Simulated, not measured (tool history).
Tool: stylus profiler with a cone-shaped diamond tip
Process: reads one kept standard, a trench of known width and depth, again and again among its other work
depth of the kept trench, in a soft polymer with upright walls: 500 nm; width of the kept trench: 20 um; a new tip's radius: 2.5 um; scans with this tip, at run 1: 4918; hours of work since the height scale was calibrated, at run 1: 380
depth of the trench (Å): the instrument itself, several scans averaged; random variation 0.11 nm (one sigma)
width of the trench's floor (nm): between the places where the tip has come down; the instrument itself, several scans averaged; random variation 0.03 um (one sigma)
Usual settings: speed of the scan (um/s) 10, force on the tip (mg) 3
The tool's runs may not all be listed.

run   hour  speed of the scan (um/s)  force on the tip (mg)  scans with this tip  hours of work since the height scale was calibrated  depth of the trench (Å)  width of the trench's floor (nm)
  1      0                        10                      3                 4918                                                  380                   5058.7                             16030
  2   12.8                        10                   1.87                 5011                                                  387                   5043.2                             16060
  3   31.8                        10                   3.13                 5149                                                  398                   5059.7                             15980
  4   52.4                        10                   8.38                 5298                                                  409                     5116                             16010
  5   72.3                        10                   2.34                 5442                                                  421                   5049.8                             15990
  6  101.6                        10                   2.34                 5654                                                  437                   5051.4                             15940
  7  128.5                        10                      3                 5849                                                  452                   5058.2                             15890
  8  153.4                        10                      3                 6030                                                  466                   5059.5                             15830
  9  167.2                        10                      3                 6130                                                  474                   5060.1                             15870
 10  191.5                        10                      3                 6306                                                  487                   5058.8                             15790
 11    217                        10                      3                 6491                                                  502                   5058.9                             15790
 12  244.4                        21                      3                 6689                                                  517                   5060.9                             15760
 13  264.1                        21                      3                 6833                                                  528                     5060                             15690
 14  289.3                         8                   1.72                 7015                                                  542                   5042.1                             15710
 15    306                         7                   3.24                 7136                                                  552                   5063.4                             15670
     308.9  -- height scale calibrated on a step standard
 16  333.2                         7                   3.24                 7329                                                   14                   5064.1                             15660
 17    359                         7                   3.24                 7517                                                   28                   5065.1                             15580
 18  377.7                         3                   3.19                 7652                                                   39                     5063                             15670
 19  398.3                         6                   2.91                 7801                                                   50                   5060.8                             15610
     406.1  -- height scale calibrated on a step standard, once more
 20  418.9                         6                   2.91                 7947                                                    7                   5057.5                             15590
 21  437.5                         6                   2.91                 8082                                                   18                   5058.5                             15610
 22  461.4                        10                   1.22                 8255                                                   31                   5031.9                             15510
 23  482.7                         8                   4.02                 8410                                                   43                   5072.5                             15560
 24  507.7                        34                   2.41                 8591                                                   57                     5052                             15390
 25  524.4                         3                   1.23                 8712                                                   66                     5031                             15520

3 ways to go on from here, each from the tool as it stands after run 25. What would each give?
     554.5  -- new tip fitted, height scale calibrated
  A  554.7                         4                   1.52                    2                                                    0                        ?                                 ?
     554.5  -- new tip fitted, height scale calibrated
  B  554.7                         3                   1.82                    2                                                    0                        ?                                 ?
     554.5  -- new tip fitted, height scale calibrated
  C  554.7                        10                   1.79                    2                                                    0                        ?                                 ?

run  depth of the trench (Å)  width of the trench's floor (nm)
  A                   5036.3                             17000
  B                   5041.7                             17020
  C                   5041.3                             17010
Without the tool's hidden state the same runs would have given:
run  depth of the trench (Å)  width of the trench's floor (nm)
  A                   5037.5                             16960
  B                     5043                             16980
  C                   5042.6                             16970
